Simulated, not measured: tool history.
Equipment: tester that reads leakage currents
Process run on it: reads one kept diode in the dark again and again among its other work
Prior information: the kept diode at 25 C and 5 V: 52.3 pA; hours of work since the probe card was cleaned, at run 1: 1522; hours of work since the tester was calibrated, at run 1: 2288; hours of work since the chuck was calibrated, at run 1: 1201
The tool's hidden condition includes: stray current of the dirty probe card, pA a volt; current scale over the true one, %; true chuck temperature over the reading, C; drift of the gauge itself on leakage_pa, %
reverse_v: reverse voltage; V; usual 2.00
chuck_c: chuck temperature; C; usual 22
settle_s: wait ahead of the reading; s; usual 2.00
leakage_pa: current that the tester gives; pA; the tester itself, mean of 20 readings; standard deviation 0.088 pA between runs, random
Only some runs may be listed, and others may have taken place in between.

run    hour  reverse_v  chuck_c  settle_s  hours of work since the probe card was cleaned  hours of work since the tester was calibrated  hours of work since the chuck was calibrated  leakage_pa
  1     0.0       2.00       22      2.00                                            1522                                           2288                                          1201       23.25
  2    82.7       2.00       22      2.00                                            1580                                           2346                                          1259       23.21
  3   153.6       2.00       33      2.00                                            1629                                           2395                                          1308       54.42
  4   216.4       1.46       22      2.00                                            1673                                           2439                                          1352       19.10
  5   306.3       1.46       22      2.00                                            1735                                           2501                                          1414       19.11
  6   387.0       2.00       22      2.00                                            1791                                           2557                                          1470       22.99
      468.3  -- chuck's temperature calibrated
  7   484.9       2.00       22      2.00                                            1858                                           2624                                            11       22.71
  8   568.5       2.00       22      2.00                                            1916                                           2682                                            70       22.56
      617.7  -- probe card cleaned and baked
  9   680.7       2.00       22      2.00                                              44                                           2758                                           145       21.34
 10   761.0       2.00       22      2.00                                             100                                           2813                                           201       21.29
 11   843.1       2.00       22      2.00                                             157                                           2870                                           258       21.41
      912.1  -- chuck's temperature calibrated, once more
 12   923.1       2.00       22      7.71                                             211                                           2925                                             8       23.41
 13  1010.8       2.00       22      7.71                                             272                                           2985                                            69       23.57
 14  1073.2       2.00       22      7.71                                             315                                           3029                                           112       23.42
 15  1157.7       2.00       22      2.00                                             374                                           3087                                           171       23.83
 16  1216.5       2.00       22      2.00                                             414                                           3128                                           211       23.59
 17  1294.5       2.00       22      2.00                                             469                                           3182                                           266       23.55
 18  1394.0       2.00       22      2.00                                             538                                           3252                                           335       23.60
 19  1440.8       2.00       22      2.00                                             570                                           3284                                           367       23.58
 20  1542.2       5.11       40      2.00                                             641                                           3354                                           438      165.39
 21  1630.9       6.73       21      2.00                                             702                                           3416                                           499       45.66
 22  1689.9       6.73       21      2.00                                             743                                           3457                                           540       45.63
 23  1790.2       6.73       21      2.00                                             813                                           3527                                           610       45.57
 24  1888.1       6.73       21      2.00                                             881                                           3595                                           678       45.46
 25  1942.7       6.73       21      2.00                                             919                                           3633                                           716       45.42
 26  2010.6       6.73       21      2.00                                             966                                           3680                                           763       45.63
 27  2059.2       6.73       21      2.00                                            1000                                           3713                                           797       45.50
 28  2127.2       1.76       31      2.00                                            1047                                           3761                                           844       43.51
 29  2184.7       3.54       29      1.61                                            1087                                           3801                                           884       57.23
 30  2257.4      13.62       22      2.00                                            1137                                           3851                                           934       76.75
 31  2308.1       2.00       24      0.46                                            1172                                           3886                                           969       28.09
 32  2366.1       2.00       24      0.46                                            1213                                           3927                                          1010       28.14
 33  2447.0       2.00       24      0.46                                            1269                                           3983                                          1066       28.06
 34  2495.2       2.00       24      0.46                                            1302                                           4016                                          1099       27.97
 35  2554.0       2.00       24      0.46                                            1343                                           4057                                          1140       28.11
 36  2610.0       2.00       24      0.46                                            1382                                           4096                                          1179       27.74
 37  2700.9       2.00       24      0.46                                            1445                                           4159                                          1242       27.81
 38  2788.7       8.77       27      3.69                                            1506                                           4220                                          1303       84.26

Each row is a separate what-if for the run after 38, all from the same tool condition, not one after another. Results?
  A  2874.6       2.47       22      8.68                                            1566                                           4280                                          1363           ?
  B  2874.6       4.56       26      3.69                                            1566                                           4280                                          1363           ?
  C  2874.6      17.99       36      1.01                                            1566                                           4280                                          1363           ?
  D  2874.6       8.77       20      5.87                                            1566                                           4280                                          1363           ?
  E  2874.6       8.77       47      3.69                                            1566                                           4280                                          1363           ?

run  leakage_pa
  A       25.92
  B       51.76
  C      260.78
  D       49.23
  E      366.35
With the hidden condition removed and each run's random variation left untouched, the same runs would have given:
run  leakage_pa
  A       26.99
  B       54.01
  C      273.30
  D       49.08
  E      391.54
